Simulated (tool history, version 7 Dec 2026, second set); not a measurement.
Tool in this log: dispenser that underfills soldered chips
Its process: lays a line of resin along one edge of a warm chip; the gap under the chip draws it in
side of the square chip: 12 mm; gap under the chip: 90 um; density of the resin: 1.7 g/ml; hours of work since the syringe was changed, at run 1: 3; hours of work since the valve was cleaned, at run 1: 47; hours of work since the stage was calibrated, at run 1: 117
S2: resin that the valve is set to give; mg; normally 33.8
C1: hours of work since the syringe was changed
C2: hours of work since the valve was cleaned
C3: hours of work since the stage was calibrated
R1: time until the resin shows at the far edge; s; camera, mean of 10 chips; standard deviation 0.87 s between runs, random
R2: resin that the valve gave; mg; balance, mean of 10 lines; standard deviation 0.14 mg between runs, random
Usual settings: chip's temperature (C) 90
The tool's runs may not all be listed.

{"run": 1, "hour": 0.0, "chip's temperature (C)": 90, "S2": 33.8, "C1": 3, "C2": 47, "C3": 117, "R1": 99.7, "R2": 32.97}
{"hour": 3.5, "done": "dispensing valve cleaned and set on the balance"}
{"run": 2, "hour": 4.1, "chip's temperature (C)": 90, "S2": 33.7, "C1": 5, "C2": 0, "C3": 119, "R1": 110.4, "R2": 33.68}
{"run": 3, "hour": 9.2, "chip's temperature (C)": 90, "S2": 33.7, "C1": 9, "C2": 4, "C3": 123, "R1": 134.5, "R2": 33.67}
{"hour": 12.8, "done": "new syringe of resin"}
{"run": 4, "hour": 12.8, "chip's temperature (C)": 90, "S2": 33.7, "C1": 0, "C2": 7, "C3": 125, "R1": 83.1, "R2": 33.56}
{"run": 5, "hour": 18.7, "chip's temperature (C)": 90, "S2": 33.7, "C1": 4, "C2": 11, "C3": 130, "R1": 102.6, "R2": 33.73}
{"run": 6, "hour": 23.8, "chip's temperature (C)": 90, "S2": 33.7, "C1": 8, "C2": 15, "C3": 134, "R1": 124.2, "R2": 33.6}
{"hour": 28.9, "done": "new syringe of resin"}
{"run": 7, "hour": 28.9, "chip's temperature (C)": 90, "S2": 33.7, "C1": 0, "C2": 19, "C3": 137, "R1": 84.5, "R2": 33.37}
{"run": 8, "hour": 33.2, "chip's temperature (C)": 90, "S2": 33.8, "C1": 3, "C2": 22, "C3": 140, "R1": 99.8, "R2": 33.63}
{"run": 9, "hour": 39.0, "chip's temperature (C)": 97, "S2": 33.8, "C1": 8, "C2": 26, "C3": 145, "R1": 98.3, "R2": 33.3}
{"run": 10, "hour": 43.1, "chip's temperature (C)": 90, "S2": 30.4, "C1": 11, "C2": 29, "C3": 148, "R1": 147.0, "R2": 29.98}
{"hour": 45.0, "done": "new syringe of resin"}
{"run": 11, "hour": 48.1, "chip's temperature (C)": 90, "S2": 41.7, "C1": 2, "C2": 33, "C3": 151, "R1": 92.9, "R2": 41.12}
{"run": 12, "hour": 52.3, "chip's temperature (C)": 90, "S2": 41.7, "C1": 5, "C2": 36, "C3": 155, "R1": 110.1, "R2": 40.73}
{"run": 13, "hour": 57.0, "chip's temperature (C)": 89, "S2": 41.7, "C1": 9, "C2": 39, "C3": 158, "R1": 133.6, "R2": 40.68}
{"run": 14, "hour": 59.6, "chip's temperature (C)": 89, "S2": 41.7, "C1": 11, "C2": 41, "C3": 160, "R1": 148.1, "R2": 40.78}
{"hour": 60.8, "done": "new syringe of resin"}
{"run": 15, "hour": 64.2, "chip's temperature (C)": 89, "S2": 41.7, "C1": 3, "C2": 44, "C3": 163, "R1": 97.3, "R2": 40.44}
{"hour": 71.0, "done": "dispensing valve cleaned and set on the balance"}
{"run": 16, "hour": 71.1, "chip's temperature (C)": 90, "S2": 38.4, "C1": 7, "C2": 0, "C3": 168, "R1": 117.3, "R2": 38.44}
{"run": 17, "hour": 75.8, "chip's temperature (C)": 90, "S2": 38.4, "C1": 10, "C2": 4, "C3": 171, "R1": 137.7, "R2": 38.39}
{"hour": 77.9, "done": "new syringe of resin"}
{"run": 18, "hour": 80.4, "chip's temperature (C)": 90, "S2": 38.4, "C1": 2, "C2": 7, "C3": 174, "R1": 93.3, "R2": 38.22}
{"run": 19, "hour": 83.5, "chip's temperature (C)": 95, "S2": 43.1, "C1": 4, "C2": 9, "C3": 177, "R1": 86.3, "R2": 42.8}
{"run": 20, "hour": 87.1, "chip's temperature (C)": 84, "S2": 43.1, "C1": 7, "C2": 12, "C3": 179, "R1": 143.6, "R2": 43.04}
{"run": 21, "hour": 92.5, "chip's temperature (C)": 95, "S2": 40.4, "C1": 11, "C2": 16, "C3": 183, "R1": 122.3, "R2": 39.97}
{"hour": 93.8, "done": "new syringe of resin"}
{"run": 22, "hour": 97.6, "chip's temperature (C)": 100, "S2": 40.4, "C1": 3, "C2": 19, "C3": 187, "R1": 69.3, "R2": 39.63}
{"run": 23, "hour": 103.8, "chip's temperature (C)": 90, "S2": 33.3, "C1": 7, "C2": 24, "C3": 192, "R1": 124.0, "R2": 32.78}
{"run": 24, "hour": 109.0, "chip's temperature (C)": 86, "S2": 32.0, "C1": 11, "C2": 28, "C3": 195, "R1": 174.8, "R2": 31.55}
{"hour": 110.0, "done": "new syringe of resin"}
{"run": 25, "hour": 112.6, "chip's temperature (C)": 95, "S2": 33.8, "C1": 2, "C2": 30, "C3": 198, "R1": 77.7, "R2": 33.18}
{"run": 26, "hour": 118.6, "chip's temperature (C)": 95, "S2": 33.8, "C1": 6, "C2": 35, "C3": 202, "R1": 99.4, "R2": 32.94}
{"run": 27, "hour": 123.2, "chip's temperature (C)": 103, "S2": 42.4, "C1": 10, "C2": 38, "C3": 206, "R1": 89.2, "R2": 41.68}
{"hour": 126.0, "done": "new syringe of resin"}
{"run": 28, "hour": 128.4, "chip's temperature (C)": 100, "S2": 35.6, "C1": 2, "C2": 42, "C3": 209, "R1": 69.2, "R2": 34.66}
{"run": 29, "hour": 132.5, "chip's temperature (C)": 80, "S2": 35.5, "C1": 5, "C2": 45, "C3": 213, "R1": 156.9, "R2": 34.41}
{"run": 30, "hour": 135.4, "chip's temperature (C)": 80, "S2": 37.5, "C1": 7, "C2": 47, "C3": 215, "R1": 171.9, "R2": 36.43}
{"hour": 138.4, "done": "dispensing valve cleaned and set on the balance"}
{"run": 31, "hour": 141.0, "chip's temperature (C)": 86, "S2": 36.1, "C1": 10, "C2": 2, "C3": 218, "R1": 165.8, "R2": 36.05}
{"hour": 143.2, "done": "new syringe of resin"}
{"run": 32, "hour": 145.7, "chip's temperature (C)": 78, "S2": 33.5, "C1": 2, "C2": 5, "C3": 221, "R1": 142.6, "R2": 33.22}
{"run": 33, "hour": 151.7, "chip's temperature (C)": 95, "S2": 29.5, "C1": 6, "C2": 10, "C3": 226, "R1": 103.9, "R2": 29.41}
{"run": 34, "hour": 157.2, "chip's temperature (C)": 99, "S2": 34.2, "C1": 10, "C2": 14, "C3": 230, "R1": 108.7, "R2": 33.86}
{"hour": 159.1, "done": "new syringe of resin"}
{"run": 35, "hour": 160.7, "chip's temperature (C)": 99, "S2": 34.2, "C1": 1, "C2": 16, "C3": 232, "R1": 70.1, "R2": 33.76}

Some steps in R1, run to run, broken into two amounts with sign: the step expected even without the hidden condition (settings, incoming material, random variation), and the rest, left for the hidden condition together with whatever gauge scatter is not in both the measured and the hidden-condition-free result:
Unlogged tool condition in this case: resin's viscosity, % of fresh resin's; dose that the valve gives, % of what is set; true chip temperature over the reading, C; drift of the gauge itself on fill_s, %; drift of the gauge itself on given_mg, %.
Run 10 -> 11: S2 30.4 -> 41.7, new syringe of resin. R1 -54.1 s: hidden state -51.7, all else -2.4.
Run 19 -> 20: chip's temperature (C) 95 -> 84. R1 +57.3 s: hidden state +27.4, all else +29.9.
Run 24 -> 25: chip's temperature (C) 86 -> 95, S2 32.0 -> 33.8, new syringe of resin. R1 -97.1 s: hidden state -70.6, all else -26.5.
Run 28 -> 29: chip's temperature (C) 100 -> 80, S2 35.6 -> 35.5. R1 +87.7 s: hidden state +32.4, all else +55.3.
Run 31 -> 32: chip's temperature (C) 86 -> 78, S2 36.1 -> 33.5, new syringe of resin. R1 -23.2 s: hidden state -53.3, all else +30.1.

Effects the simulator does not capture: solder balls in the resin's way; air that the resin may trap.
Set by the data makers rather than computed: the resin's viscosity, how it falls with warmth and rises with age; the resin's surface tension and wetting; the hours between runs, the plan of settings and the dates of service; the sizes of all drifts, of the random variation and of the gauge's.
